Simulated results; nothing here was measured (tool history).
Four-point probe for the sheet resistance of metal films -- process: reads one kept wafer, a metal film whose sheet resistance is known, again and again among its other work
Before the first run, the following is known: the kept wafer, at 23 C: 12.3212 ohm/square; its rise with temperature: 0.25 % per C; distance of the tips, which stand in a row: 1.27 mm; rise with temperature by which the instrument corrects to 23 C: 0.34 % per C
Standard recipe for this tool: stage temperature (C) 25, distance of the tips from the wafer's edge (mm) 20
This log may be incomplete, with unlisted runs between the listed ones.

| run | hour | stage temperature (C) | distance of the tips from the wafer's edge (mm) | sheet resistance as the instrument gives it (ohm/square) |
|---|---|---|---|---|
| 1 | 0 | 25 | 20 | 12.3257 |
| 2 | 28.5 | 25 | 20 | 12.320909 |
| 3 | 53.3 | 18 | 20 | 12.403893 |
| 4 | 80.7 | 18 | 20 | 12.405323 |
| 5 | 96.8 | 19 | 20 | 12.391011 |
| 6 | 132.4 | 28 | 6 | 12.55118 |
| 7 | 154.9 | 25 | 7 | 12.511591 |
| 8 | 175 | 25 | 7 | 12.50685 |
| 9 | 210 | 25 | 28 | 12.312329 |
| 10 | 243.2 | 25 | 45 | 12.301846 |

Alternative continuations, all from the tool just after run 10; predict every row:
| A | 264.2 | 32 | 36 | ? |
| B | 264.2 | 19 | 24 | ? |
| C | 264.2 | 28 | 68 | ? |
| D | 264.2 | 25 | 75 | ? |
| E | 264.2 | 25 | 5 | ? |

| run | sheet resistance as the instrument gives it (ohm/square) |
|---|---|
| A | 12.23342 |
| B | 12.38684 |
| C | 12.266799 |
| D | 12.299333 |
| E | 12.712209 |
With no hidden state in the tool, these same runs would have given:
| run | sheet resistance as the instrument gives it (ohm/square) |
|---|---|
| A | 12.234582 |
| B | 12.388016 |
| C | 12.267965 |
| D | 12.300501 |
| E | 12.713413 |
